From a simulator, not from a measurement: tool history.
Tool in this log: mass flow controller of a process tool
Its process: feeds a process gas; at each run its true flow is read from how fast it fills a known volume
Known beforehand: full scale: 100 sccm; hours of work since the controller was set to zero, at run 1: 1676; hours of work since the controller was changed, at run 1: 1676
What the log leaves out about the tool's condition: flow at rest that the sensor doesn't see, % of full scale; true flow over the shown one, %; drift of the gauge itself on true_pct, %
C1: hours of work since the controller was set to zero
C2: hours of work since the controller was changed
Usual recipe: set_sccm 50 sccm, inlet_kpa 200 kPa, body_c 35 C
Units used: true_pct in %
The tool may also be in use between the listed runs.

Run 1, day 0: usual settings; C1 1676; C2 1676. Result: true_pct 98.09 %.
Run 2, day 6.121: usual settings but set_sccm 48 sccm; C1 1761; C2 1761. Result: true_pct 98.16 %.
Run 3, day 11.162: usual settings but body_c 27 C; C1 1831; C2 1831. Result: true_pct 98.61 %.
Run 4, day 16.633: usual settings; C1 1906; C2 1906. Result: true_pct 98.19 %.
Run 5, day 24.133: usual settings but body_c 33 C; C1 2010; C2 2010. Result: true_pct 98.44 %.
Run 6, day 27.429: usual settings but body_c 33 C; C1 2056; C2 2056. Result: true_pct 98.29 %.
Run 7, day 34.817: usual settings but body_c 33 C; C1 2159; C2 2159. Result: true_pct 98.41 %.
Run 8, day 39.404: usual settings but inlet_kpa 215 kPa; C1 2222; C2 2222. Result: true_pct 98.22 %.
Run 9, day 43.338: usual settings but inlet_kpa 215 kPa; C1 2277; C2 2277. Result: true_pct 98.52 %.
Run 10, day 47.612: usual settings but inlet_kpa 215 kPa; C1 2336; C2 2336. Result: true_pct 98.52 %.
Run 11, day 51.088: usual settings but inlet_kpa 270 kPa, body_c 30 C; C1 2384; C2 2384. Result: true_pct 98.86 %.
Run 12, day 54.554: usual settings; C1 2433; C2 2433. Result: true_pct 98.52 %.
Run 13, day 59.225: usual settings; C1 2497; C2 2497. Result: true_pct 98.51 %.
Run 14, day 63.717: usual settings; C1 2560; C2 2560. Result: true_pct 98.48 %.
Run 15, day 69.079: usual settings but set_sccm 62 sccm, body_c 23 C; C1 2634; C2 2634. Result: true_pct 99.49 %.
Run 16, day 74.242: usual settings but set_sccm 62 sccm, inlet_kpa 151 kPa, body_c 36 C; C1 2706; C2 2706. Result: true_pct 98.75 %.
Run 17, day 82.046: usual settings but set_sccm 62 sccm, inlet_kpa 151 kPa, body_c 36 C; C1 2814; C2 2814. Result: true_pct 98.9 %.

5 ways to go on from here, each from the tool as it stands after run 17. What would each give?
Run A, day 85.758: usual settings but set_sccm 26 sccm, inlet_kpa 254 kPa; C1 2865; C2 2865. Result: true_pct ?.
Run B, day 85.758: usual settings but set_sccm 12 sccm, inlet_kpa 257 kPa, body_c 30 C; C1 2865; C2 2865. Result: true_pct ?.
Run C, day 85.758: usual settings but set_sccm 80 sccm, inlet_kpa 212 kPa, body_c 38 C; C1 2865; C2 2865. Result: true_pct ?.
Run D, day 85.758: usual settings but set_sccm 15 sccm; C1 2865; C2 2865. Result: true_pct ?.
Run E, day 85.758: usual settings but set_sccm 62 sccm, inlet_kpa 151 kPa, body_c 36 C; C1 2865; C2 2865. Result: true_pct ?.

run  true_pct
  A     98.03
  B     98.01
  C     99.32
  D     97.77
  E      98.9
Without the tool's hidden state the same runs would have given:
run  true_pct
  A     97.43
  B     97.38
  C     98.71
  D     97.15
  E      98.3
